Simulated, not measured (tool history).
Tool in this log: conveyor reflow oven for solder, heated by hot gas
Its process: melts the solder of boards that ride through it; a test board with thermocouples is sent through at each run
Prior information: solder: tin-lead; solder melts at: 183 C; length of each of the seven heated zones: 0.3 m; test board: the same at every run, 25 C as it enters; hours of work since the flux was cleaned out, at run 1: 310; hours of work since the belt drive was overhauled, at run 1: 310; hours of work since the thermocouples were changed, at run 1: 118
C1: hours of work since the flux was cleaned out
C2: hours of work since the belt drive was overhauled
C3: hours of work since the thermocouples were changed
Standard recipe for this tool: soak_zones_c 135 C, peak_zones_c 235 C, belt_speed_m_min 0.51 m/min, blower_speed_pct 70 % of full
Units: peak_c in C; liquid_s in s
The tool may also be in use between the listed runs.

run 1 hour=0 | soak_zones_c=135 peak_zones_c=235 belt_speed_m_min=0.51 blower_speed_pct=70 | C1=310 C2=310 C3=118 | peak_c=217.4 liquid_s=52.1
-- hour=25.4 flux residue cleaned out of gas plates and filters
run 2 hour=51.3 | soak_zones_c=135 peak_zones_c=235 belt_speed_m_min=0.51 blower_speed_pct=60 | C1=12 C2=332 C3=140 | peak_c=216.5 liquid_s=51.2
run 3 hour=130.8 | soak_zones_c=135 peak_zones_c=235 belt_speed_m_min=0.51 blower_speed_pct=60 | C1=50 C2=370 C3=178 | peak_c=216.8 liquid_s=50.7
run 4 hour=196.3 | soak_zones_c=135 peak_zones_c=235 belt_speed_m_min=0.51 blower_speed_pct=59 | C1=81 C2=401 C3=209 | peak_c=216.3 liquid_s=51.1
run 5 hour=249.9 | soak_zones_c=135 peak_zones_c=235 belt_speed_m_min=0.51 blower_speed_pct=59 | C1=107 C2=426 C3=235 | peak_c=216.6 liquid_s=51
run 6 hour=311.5 | soak_zones_c=135 peak_zones_c=235 belt_speed_m_min=0.51 blower_speed_pct=59 | C1=136 C2=456 C3=264 | peak_c=215.8 liquid_s=51.4
run 7 hour=397 | soak_zones_c=135 peak_zones_c=235 belt_speed_m_min=0.51 blower_speed_pct=59 | C1=177 C2=496 C3=304 | peak_c=216.5 liquid_s=50.8
run 8 hour=440.7 | soak_zones_c=135 peak_zones_c=235 belt_speed_m_min=0.51 blower_speed_pct=70 | C1=197 C2=517 C3=325 | peak_c=219.3 liquid_s=53.1
run 9 hour=533.6 | soak_zones_c=135 peak_zones_c=235 belt_speed_m_min=0.51 blower_speed_pct=70 | C1=242 C2=561 C3=369 | peak_c=218.4 liquid_s=53
run 10 hour=591.6 | soak_zones_c=135 peak_zones_c=235 belt_speed_m_min=0.51 blower_speed_pct=70 | C1=269 C2=589 C3=397 | peak_c=218.9 liquid_s=53
run 11 hour=634.1 | soak_zones_c=135 peak_zones_c=235 belt_speed_m_min=0.51 blower_speed_pct=54 | C1=289 C2=609 C3=417 | peak_c=214.5 liquid_s=49
run 12 hour=680.2 | soak_zones_c=135 peak_zones_c=235 belt_speed_m_min=0.51 blower_speed_pct=54 | C1=311 C2=631 C3=439 | peak_c=215.4 liquid_s=49.3
-- hour=703.8 flux residue cleaned out of gas plates and filters
run 13 hour=776.4 | soak_zones_c=135 peak_zones_c=235 belt_speed_m_min=0.51 blower_speed_pct=54 | C1=35 C2=674 C3=482 | peak_c=216 liquid_s=50.3
run 14 hour=836.5 | soak_zones_c=139 peak_zones_c=235 belt_speed_m_min=0.51 blower_speed_pct=70 | C1=63 C2=703 C3=511 | peak_c=220.9 liquid_s=56
run 15 hour=895.4 | soak_zones_c=139 peak_zones_c=247 belt_speed_m_min=0.51 blower_speed_pct=70 | C1=91 C2=731 C3=539 | peak_c=231.1 liquid_s=61.6
run 16 hour=945.7 | soak_zones_c=135 peak_zones_c=235 belt_speed_m_min=0.587 blower_speed_pct=70 | C1=115 C2=755 C3=563 | peak_c=215.2 liquid_s=44.3
run 17 hour=999.8 | soak_zones_c=135 peak_zones_c=235 belt_speed_m_min=0.587 blower_speed_pct=70 | C1=141 C2=780 C3=589 | peak_c=214.5 liquid_s=43.2
run 18 hour=1059 | soak_zones_c=135 peak_zones_c=235 belt_speed_m_min=0.587 blower_speed_pct=70 | C1=169 C2=809 C3=617 | peak_c=214.7 liquid_s=43
run 19 hour=1153.3 | soak_zones_c=135 peak_zones_c=235 belt_speed_m_min=0.587 blower_speed_pct=70 | C1=214 C2=853 C3=662 | peak_c=214 liquid_s=43.2
run 20 hour=1192.8 | soak_zones_c=135 peak_zones_c=235 belt_speed_m_min=0.447 blower_speed_pct=67 | C1=232 C2=872 C3=680 | peak_c=223 liquid_s=64.6
run 21 hour=1277.6 | soak_zones_c=135 peak_zones_c=235 belt_speed_m_min=0.516 blower_speed_pct=69 | C1=273 C2=913 C3=721 | peak_c=219 liquid_s=53.1
-- hour=1313 thermocouples of zones 6 and 7 changed
run 22 hour=1349.4 | soak_zones_c=135 peak_zones_c=235 belt_speed_m_min=0.516 blower_speed_pct=69 | C1=306 C2=946 C3=17 | peak_c=215.7 liquid_s=51.2
-- hour=1382.5 flux residue cleaned out of gas plates and filters
run 23 hour=1405.2 | soak_zones_c=135 peak_zones_c=235 belt_speed_m_min=0.418 blower_speed_pct=83 | C1=11 C2=970 C3=41 | peak_c=225.9 liquid_s=72.4
run 24 hour=1492.3 | soak_zones_c=135 peak_zones_c=245 belt_speed_m_min=0.51 blower_speed_pct=70 | C1=52 C2=1011 C3=83 | peak_c=228.2 liquid_s=59.2
run 25 hour=1576.5 | soak_zones_c=134 peak_zones_c=235 belt_speed_m_min=0.436 blower_speed_pct=70 | C1=92 C2=1051 C3=123 | peak_c=223.2 liquid_s=66
run 26 hour=1621.2 | soak_zones_c=129 peak_zones_c=224 belt_speed_m_min=0.51 blower_speed_pct=70 | C1=114 C2=1073 C3=144 | peak_c=208 liquid_s=44.8
run 27 hour=1684.2 | soak_zones_c=129 peak_zones_c=244 belt_speed_m_min=0.51 blower_speed_pct=75 | C1=143 C2=1102 C3=174 | peak_c=226.2 liquid_s=56.6
run 28 hour=1761.8 | soak_zones_c=139 peak_zones_c=235 belt_speed_m_min=0.51 blower_speed_pct=70 | C1=180 C2=1139 C3=211 | peak_c=219.4 liquid_s=55
run 29 hour=1841.5 | soak_zones_c=144 peak_zones_c=243 belt_speed_m_min=0.45 blower_speed_pct=70 | C1=218 C2=1177 C3=249 | peak_c=230.5 liquid_s=71.7
run 30 hour=1925.3 | soak_zones_c=144 peak_zones_c=243 belt_speed_m_min=0.45 blower_speed_pct=70 | C1=258 C2=1217 C3=289 | peak_c=231.1 liquid_s=72.3

The same runs without the tool's hidden state, with the same run-to-run variation:
Unlogged tool condition in this case: heat that the gas passes to the board, % of a clean oven's; belt's true speed, % of the reading; true gas temperature in zones 6 and 7 over the reading, C; drift of the gauge itself on peak_c, C; drift of the gauge itself on liquid_s, %.
run=1 peak_c=218.7 liquid_s=53.2
run=2 peak_c=216 liquid_s=50.7
run=3 peak_c=216.4 liquid_s=50.3
run=4 peak_c=215.9 liquid_s=50.7
run=5 peak_c=216.3 liquid_s=50.7
run=6 peak_c=215.7 liquid_s=51.2
run=7 peak_c=216.5 liquid_s=50.6
run=8 peak_c=219.4 liquid_s=53.1
run=9 peak_c=218.6 liquid_s=53.1
run=10 peak_c=219.1 liquid_s=53.1
run=11 peak_c=214.7 liquid_s=49.1
run=12 peak_c=215.7 liquid_s=49.4
run=13 peak_c=214.5 liquid_s=48.8
run=14 peak_c=219.4 liquid_s=54.6
run=15 peak_c=229.7 liquid_s=60.4
run=16 peak_c=214.1 liquid_s=43.2
run=17 peak_c=213.5 liquid_s=42.3
run=18 peak_c=213.9 liquid_s=42.1
run=19 peak_c=213.3 liquid_s=42.4
run=20 peak_c=221.8 liquid_s=63.3
run=21 peak_c=218.2 liquid_s=52.2
run=22 peak_c=217.2 liquid_s=51.9
run=23 peak_c=225.5 liquid_s=71.2
run=24 peak_c=227.9 liquid_s=58.2
run=25 peak_c=222.9 liquid_s=65
run=26 peak_c=207.8 liquid_s=44.1
run=27 peak_c=226.2 liquid_s=55.8
run=28 peak_c=219.4 liquid_s=54.3
run=29 peak_c=230.4 liquid_s=70.6
run=30 peak_c=231.2 liquid_s=71.3
